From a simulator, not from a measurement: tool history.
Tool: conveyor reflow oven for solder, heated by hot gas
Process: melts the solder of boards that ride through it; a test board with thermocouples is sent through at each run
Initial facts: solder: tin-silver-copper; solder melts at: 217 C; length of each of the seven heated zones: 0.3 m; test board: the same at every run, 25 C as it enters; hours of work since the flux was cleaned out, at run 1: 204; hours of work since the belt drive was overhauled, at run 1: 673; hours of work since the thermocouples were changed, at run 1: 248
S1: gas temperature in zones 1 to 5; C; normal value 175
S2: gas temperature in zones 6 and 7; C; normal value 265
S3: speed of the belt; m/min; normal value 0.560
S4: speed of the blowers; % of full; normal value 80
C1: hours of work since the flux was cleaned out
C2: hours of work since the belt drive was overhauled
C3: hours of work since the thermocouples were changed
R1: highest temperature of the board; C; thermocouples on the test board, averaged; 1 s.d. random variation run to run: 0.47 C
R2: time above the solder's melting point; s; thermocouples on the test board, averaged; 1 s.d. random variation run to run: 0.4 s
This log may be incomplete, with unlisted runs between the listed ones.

Run 1, hour 0.0: usual settings; C1 204; C2 673; C3 248. Result: R1 250.9 C, R2 48.5 s.
Run 2, hour 39.0: usual settings; C1 230; C2 699; C3 274. Result: R1 251.4 C, R2 48.9 s.
At hour 54.3: flux residue cleaned out of gas plates and filters.
Run 3, hour 95.5: usual settings; C1 28; C2 734; C3 309. Result: R1 251.0 C, R2 48.4 s.
Run 4, hour 124.3: usual settings; C1 47; C2 753; C3 328. Result: R1 251.4 C, R2 47.2 s.
Run 5, hour 174.6: usual settings but S4 71 % of full; C1 80; C2 787; C3 362. Result: R1 250.1 C, R2 46.3 s.
Run 6, hour 220.1: usual settings but S4 71 % of full; C1 111; C2 817; C3 392. Result: R1 249.8 C, R2 47.1 s.
Run 7, hour 260.3: usual settings but S3 0.466 m/min; C1 138; C2 844; C3 419. Result: R1 255.9 C, R2 62.3 s.
At hour 268.8: belt drive overhauled, speed set with a stopwatch.
Run 8, hour 290.4: usual settings; C1 155; C2 14; C3 437. Result: R1 251.2 C, R2 47.3 s.
Run 9, hour 322.1: usual settings but S1 167 C, S2 255 C, S3 0.483 m/min, S4 67 % of full; C1 176; C2 36; C3 458. Result: R1 242.9 C, R2 47.6 s.
Run 10, hour 374.6: usual settings but S4 51 % of full; C1 212; C2 71; C3 493. Result: R1 244.6 C, R2 42.5 s.
Run 11, hour 398.5: usual settings but S2 270 C, S3 0.544 m/min, S4 51 % of full; C1 228; C2 87; C3 509. Result: R1 249.7 C, R2 47.2 s.
At hour 421.0: flux residue cleaned out of gas plates and filters.
Run 12, hour 437.9: usual settings but S2 270 C, S3 0.544 m/min, S4 51 % of full; C1 11; C2 110; C3 532. Result: R1 250.4 C, R2 47.4 s.
Run 13, hour 482.5: usual settings but S1 163 C, S2 253 C, S3 0.475 m/min, S4 51 % of full; C1 41; C2 140; C3 562. Result: R1 237.7 C, R2 40.9 s.
Run 14, hour 510.7: usual settings but S1 163 C, S2 253 C, S3 0.475 m/min, S4 51 % of full; C1 60; C2 158; C3 581. Result: R1 238.4 C, R2 41.0 s.
Run 15, hour 547.4: usual settings but S1 163 C, S2 253 C, S3 0.475 m/min, S4 51 % of full; C1 85; C2 183; C3 605. Result: R1 237.6 C, R2 40.9 s.
Run 16, hour 569.6: usual settings but S1 163 C, S2 253 C, S3 0.595 m/min, S4 51 % of full; C1 99; C2 198; C3 620. Result: R1 230.5 C, R2 22.8 s.

Take each entry between the runs: how does the hidden state at the last listed run before it differ from the hidden state at the first listed run after it?
Run 2 -> run 3: flux residue cleaned out of gas plates and filters (hour 54.3)
  heat that the gas passes to the board, % of a clean oven's: 99.8 -> 99.9
Run 7 -> run 8: belt drive overhauled, speed set with a stopwatch (hour 268.8)
  belt's true speed, % of the reading: 99.94 -> 100
Run 11 -> run 12: flux residue cleaned out of gas plates and filters (hour 421.0)
  heat that the gas passes to the board, % of a clean oven's: 99.7 -> 100
